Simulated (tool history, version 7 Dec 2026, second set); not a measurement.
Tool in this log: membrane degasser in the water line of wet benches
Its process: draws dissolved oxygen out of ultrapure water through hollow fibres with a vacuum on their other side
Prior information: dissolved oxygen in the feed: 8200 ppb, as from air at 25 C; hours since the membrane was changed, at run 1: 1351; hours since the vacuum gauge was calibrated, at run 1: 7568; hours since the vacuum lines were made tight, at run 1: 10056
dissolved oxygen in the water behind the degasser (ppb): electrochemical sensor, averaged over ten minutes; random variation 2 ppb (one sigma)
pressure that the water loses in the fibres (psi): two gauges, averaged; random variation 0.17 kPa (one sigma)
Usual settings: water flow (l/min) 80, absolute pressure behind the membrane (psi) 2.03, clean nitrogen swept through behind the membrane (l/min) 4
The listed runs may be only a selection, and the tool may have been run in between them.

| run | day | water flow (l/min) | absolute pressure behind the membrane (psi) | clean nitrogen swept through behind the membrane (l/min) | hours since the membrane was changed | hours since the vacuum gauge was calibrated | hours since the vacuum lines were made tight | dissolved oxygen in the water behind the degasser (ppb) | pressure that the water loses in the fibres (psi) |
|---|---|---|---|---|---|---|---|---|---|
| 1 | 0 | 80 | 2.03 | 4 | 1351 | 7568 | 10056 | 475.9 | 4.151 |
| 2 | 3.996 | 80 | 2.03 | 4 | 1447 | 7664 | 10151 | 478.9 | 4.176 |
| 3 | 7.258 | 80 | 2.03 | 4 | 1525 | 7743 | 10230 | 476.1 | 4.161 |
| 4 | 12.038 | 80 | 2.03 | 4 | 1640 | 7857 | 10344 | 474.2 | 4.17 |
| 5 | 15.375 | 80 | 2.03 | 4 | 1720 | 7937 | 10425 | 475.9 | 4.163 |
| 6 | 19.488 | 80 | 2.03 | 4 | 1819 | 8036 | 10523 | 474.2 | 4.164 |
| 7 | 23.204 | 96 | 2.23 | 4 | 1908 | 8125 | 10612 | 618.3 | 5.008 |
| 8 | 26.325 | 96 | 2.23 | 4 | 1983 | 8200 | 10687 | 621.8 | 5.046 |
| 9 | 33.283 | 96 | 2.23 | 4 | 2150 | 8367 | 10854 | 623.9 | 4.995 |
|  | 40.217 | vacuum gauge calibrated |
| 10 | 40.729 | 96 | 2.23 | 4 | 2328 | 12 | 11033 | 606.5 | 5.027 |
| 11 | 47.45 | 54 | 1.38 | 4 | 2489 | 174 | 11194 | 195.6 | 2.802 |
| 12 | 54.788 | 110 | 2.44 | 5.52 | 2665 | 350 | 11370 | 584.9 | 5.78 |

Entry by entry between the runs, the difference in hidden state between the last listed run before and the first listed run after:
After run 9, before run 10: vacuum gauge calibrated (day 40.217)
  membrane still open, %: 99 -> 98.9; true pressure behind the membrane over the reading, kPa: 0.32 -> 0.01; air that leaks in behind the membrane, l/min: 0.0306 -> 0.031
  difference, measured minus the result without the unlogged condition, dissolved oxygen in the water behind the degasser (ppb): +17.8 -> +3.3; pressure that the water loses in the fibres (psi): +0.052 -> +0.057

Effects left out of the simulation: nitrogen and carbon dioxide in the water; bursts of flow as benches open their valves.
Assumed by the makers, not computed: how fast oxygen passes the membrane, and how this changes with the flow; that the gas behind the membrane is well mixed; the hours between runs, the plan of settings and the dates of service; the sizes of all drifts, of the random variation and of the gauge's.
